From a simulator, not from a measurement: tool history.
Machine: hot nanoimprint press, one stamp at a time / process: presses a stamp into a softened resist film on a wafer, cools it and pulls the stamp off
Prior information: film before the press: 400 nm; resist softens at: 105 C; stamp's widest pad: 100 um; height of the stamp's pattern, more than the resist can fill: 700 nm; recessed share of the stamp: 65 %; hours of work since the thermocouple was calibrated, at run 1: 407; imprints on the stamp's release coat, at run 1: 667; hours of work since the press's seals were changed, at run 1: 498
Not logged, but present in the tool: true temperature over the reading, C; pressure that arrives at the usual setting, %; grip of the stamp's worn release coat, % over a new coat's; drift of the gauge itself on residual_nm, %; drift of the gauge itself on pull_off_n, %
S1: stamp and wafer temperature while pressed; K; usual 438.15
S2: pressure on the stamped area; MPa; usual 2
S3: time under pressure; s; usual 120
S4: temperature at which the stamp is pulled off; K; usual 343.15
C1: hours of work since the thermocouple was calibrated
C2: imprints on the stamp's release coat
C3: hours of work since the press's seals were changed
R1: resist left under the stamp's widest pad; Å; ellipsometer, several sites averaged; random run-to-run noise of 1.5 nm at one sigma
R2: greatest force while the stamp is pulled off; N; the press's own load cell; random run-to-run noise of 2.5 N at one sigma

run    hour      S1    S2   S3      S4   C1    C2   C3    R1   R2
  1       0  438.15     2  120  343.15  407   667  498  2492  127
  2    35.5  438.15     2  120  343.15  425   728  515  2499  128
  3    81.6  438.15     2  120  343.15  447   807  538  2509  129
  4   138.9  438.15  1.31  120  343.15  475   905  566  2833  133
      215.2  -- plate thermocouple calibrated
  5   221.5  444.15  1.31  120  343.15    3  1041  605  1974  130
  6   254.6  438.15     2  120  331.15   19  1098  621  2332  153
  7   291.4  438.15     2  120  331.15   37  1161  639  2336  148
  8   340.4  431.15     2  120  331.15   61  1245  663  3195  156
  9   409.7  438.15     2  120  343.15   95  1363  697  2373  136
 10   457.9  438.15     2  120  343.15  119  1446  720  2396  139
 11   491.5  438.15     2  120  343.15  135  1503  737  2414  135
 12   547.4  438.15     2  106  343.15  162  1599  764  2542  137
 13   620.1  438.15     2   85  343.15  198  1723  800  2696  147
 14   685.6  438.15     2   85  330.15  230  1835  832  2709  165
 15   757.5  438.15     2   85  330.15  265  1958  867  2712  168
 16   805.8  438.15     2   85  330.15  289  2041  891  2710  179
 17     863  438.15  1.33   95  343.15  317  2139  919  2939  150
      897.1  -- stamp cleaned and given a new release coat
 18   906.5  438.15  1.33   95  343.15  335    16  937  2992  116
      937.8  -- press's hydraulic seals changed and the load cell set to zero
 19   965.4  438.15     2  223  343.15  360   103   14  1978  112
 20  1029.5  438.15     2   62  330.15  391   213   45  2969  139
 21    1065  449.15  2.62  128  350.15  409   274   62  1121  105
 22  1097.7  449.15  2.62  128  350.15  425   329   78  1146  111
 23  1172.2  449.15  2.62  128  350.15  461   457  115  1135  114
 24  1251.3  449.15  2.62  128  350.15  500   592  153  1151  120
     1278.8  -- plate thermocouple calibrated
 25  1290.6  438.15     2   82  343.15    6   655  171  2634  122
 26  1332.2  438.15     2   82  343.15   26   726  191  2619  127

For some of the steps in R1 from one run to the next: how much would appear even if the tool had no hidden state, given the settings, what came in and random variation, and how much remains for the hidden state plus any gauge scatter that the measured result and the result without hidden state don't share?
Run 4 -> 5: S1 438.15 -> 444.15, plate thermocouple calibrated. R1 -859 Å: hidden state -172, all else -687.
Run 20 -> 21: S1 438.15 -> 449.15, S2 2 -> 2.62, S3 62 -> 128, S4 330.15 -> 350.15. R1 -1848 Å: hidden state -53, all else -1795.
Run 24 -> 25: S1 449.15 -> 438.15, S2 2.62 -> 2, S3 128 -> 82, S4 350.15 -> 343.15, plate thermocouple calibrated. R1 +1483 Å: hidden state -119, all else +1602.
